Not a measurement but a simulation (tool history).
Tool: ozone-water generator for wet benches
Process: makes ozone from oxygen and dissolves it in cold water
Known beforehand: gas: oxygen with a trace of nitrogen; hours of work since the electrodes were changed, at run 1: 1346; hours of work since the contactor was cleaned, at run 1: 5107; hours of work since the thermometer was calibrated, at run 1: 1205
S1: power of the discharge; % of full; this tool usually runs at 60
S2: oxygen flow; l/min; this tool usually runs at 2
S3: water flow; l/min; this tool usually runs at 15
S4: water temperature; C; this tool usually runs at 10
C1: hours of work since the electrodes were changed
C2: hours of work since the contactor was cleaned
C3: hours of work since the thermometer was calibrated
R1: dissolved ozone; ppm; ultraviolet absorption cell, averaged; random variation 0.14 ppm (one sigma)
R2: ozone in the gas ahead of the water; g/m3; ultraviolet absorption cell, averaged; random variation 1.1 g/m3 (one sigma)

run 1 hour=0 | S1=60 S2=2 S3=15 S4=10 | C1=1346 C2=5107 C3=1205 | R1=14.4 R2=193.6
run 2 hour=71.9 | S1=60 S2=2 S3=15 S4=10 | C1=1399 C2=5159 C3=1258 | R1=14.6 R2=193.3
run 3 hour=202.9 | S1=60 S2=2 S3=15 S4=10 | C1=1495 C2=5255 C3=1353 | R1=14.5 R2=193.3
run 4 hour=303.4 | S1=60 S2=2 S3=15 S4=10 | C1=1568 C2=5328 C3=1427 | R1=14.5 R2=194.1
run 5 hour=399.9 | S1=60 S2=2 S3=15 S4=10 | C1=1639 C2=5399 C3=1497 | R1=14.6 R2=193.6
run 6 hour=521.8 | S1=60 S2=2 S3=10 S4=10 | C1=1728 C2=5488 C3=1586 | R1=21.6 R2=193.9
run 7 hour=639.4 | S1=60 S2=2 S3=10 S4=10 | C1=1814 C2=5574 C3=1672 | R1=21.4 R2=190.3
run 8 hour=746.5 | S1=60 S2=2 S3=10 S4=10 | C1=1892 C2=5652 C3=1750 | R1=21.1 R2=192
run 9 hour=867.5 | S1=60 S2=2 S3=10 S4=10 | C1=1980 C2=5741 C3=1839 | R1=21.7 R2=192
run 10 hour=968.5 | S1=60 S2=2 S3=10 S4=10 | C1=2054 C2=5814 C3=1913 | R1=21.4 R2=192.5
run 11 hour=1074.6 | S1=60 S2=2 S3=10 S4=10 | C1=2132 C2=5892 C3=1990 | R1=21.3 R2=189.8
run 12 hour=1151.2 | S1=60 S2=2 S3=10 S4=10 | C1=2188 C2=5948 C3=2046 | R1=21.1 R2=190
run 13 hour=1240.7 | S1=58 S2=2 S3=15 S4=10 | C1=2253 C2=6013 C3=2112 | R1=13.8 R2=183.6
run 14 hour=1357.8 | S1=58 S2=2 S3=15 S4=10 | C1=2338 C2=6099 C3=2197 | R1=13.7 R2=186.1
run 15 hour=1458.3 | S1=58 S2=2 S3=15 S4=10 | C1=2412 C2=6172 C3=2270 | R1=13.6 R2=183.3
run 16 hour=1568.8 | S1=58 S2=3.23 S3=15 S4=8 | C1=2493 C2=6253 C3=2351 | R1=14.6 R2=133.5
run 17 hour=1686.6 | S1=52 S2=3.23 S3=13 S4=8 | C1=2579 C2=6339 C3=2437 | R1=15.1 R2=124.1
-- hour=1698.4 water thermometer calibrated
run 18 hour=1797.5 | S1=52 S2=3.23 S3=13 S4=8 | C1=2659 C2=6420 C3=72 | R1=14.9 R2=122.9
run 19 hour=1886.3 | S1=52 S2=2.16 S3=17 S4=9 | C1=2724 C2=6485 C3=137 | R1=11.2 R2=159.3
run 20 hour=1999.6 | S1=52 S2=2.16 S3=17 S4=9 | C1=2807 C2=6567 C3=220 | R1=11.2 R2=158.8
-- hour=2059.2 water thermometer calibrated, once more
run 21 hour=2121.5 | S1=98 S2=2.5 S3=15 S4=7 | C1=2896 C2=6656 C3=46 | R1=21.5 R2=236.6
run 22 hour=2193.6 | S1=98 S2=2.5 S3=15 S4=7 | C1=2948 C2=6709 C3=98 | R1=21.8 R2=237
run 23 hour=2315.8 | S1=60 S2=3.52 S3=15 S4=15 | C1=3038 C2=6798 C3=187 | R1=13.6 R2=130.1
run 24 hour=2407.9 | S1=60 S2=3.52 S3=15 S4=15 | C1=3105 C2=6865 C3=255 | R1=13.5 R2=128.2
run 25 hour=2532.2 | S1=60 S2=3.52 S3=15 S4=15 | C1=3196 C2=6956 C3=346 | R1=13.6 R2=127.6
run 26 hour=2590.7 | S1=60 S2=3.52 S3=15 S4=5 | C1=3239 C2=6999 C3=388 | R1=15.1 R2=127.2
run 27 hour=2689.2 | S1=44 S2=1.45 S3=20 S4=12 | C1=3310 C2=7071 C3=460 | R1=7.3 R2=179.5
run 28 hour=2809.5 | S1=70 S2=1.85 S3=11 S4=8 | C1=3398 C2=7159 C3=548 | R1=21.4 R2=218.7
run 29 hour=2926.9 | S1=74 S2=2.4 S3=11 S4=8 | C1=3484 C2=7244 C3=634 | R1=22.6 R2=192

Forecast each of these 3 alternatives for the next run:
run A hour=3041.5 | S1=60 S2=2.92 S3=22 S4=10 | C1=3568 C2=7328 C3=718 | R1=? R2=?
run B hour=3041.5 | S1=68 S2=2 S3=16 S4=10 | C1=3568 C2=7328 C3=718 | R1=? R2=?
run C hour=3041.5 | S1=70 S2=2 S3=10 S4=10 | C1=3568 C2=7328 C3=718 | R1=? R2=?

run=A R1=9.4 R2=142.1
run=B R1=14 R2=204.2
run=C R1=22.9 R2=207.6
With the hidden condition removed and each run's random variation left untouched, the same runs would have given:
run=A R1=10.7 R2=155
run=B R1=16 R2=224.8
run=C R1=25.9 R2=229.1

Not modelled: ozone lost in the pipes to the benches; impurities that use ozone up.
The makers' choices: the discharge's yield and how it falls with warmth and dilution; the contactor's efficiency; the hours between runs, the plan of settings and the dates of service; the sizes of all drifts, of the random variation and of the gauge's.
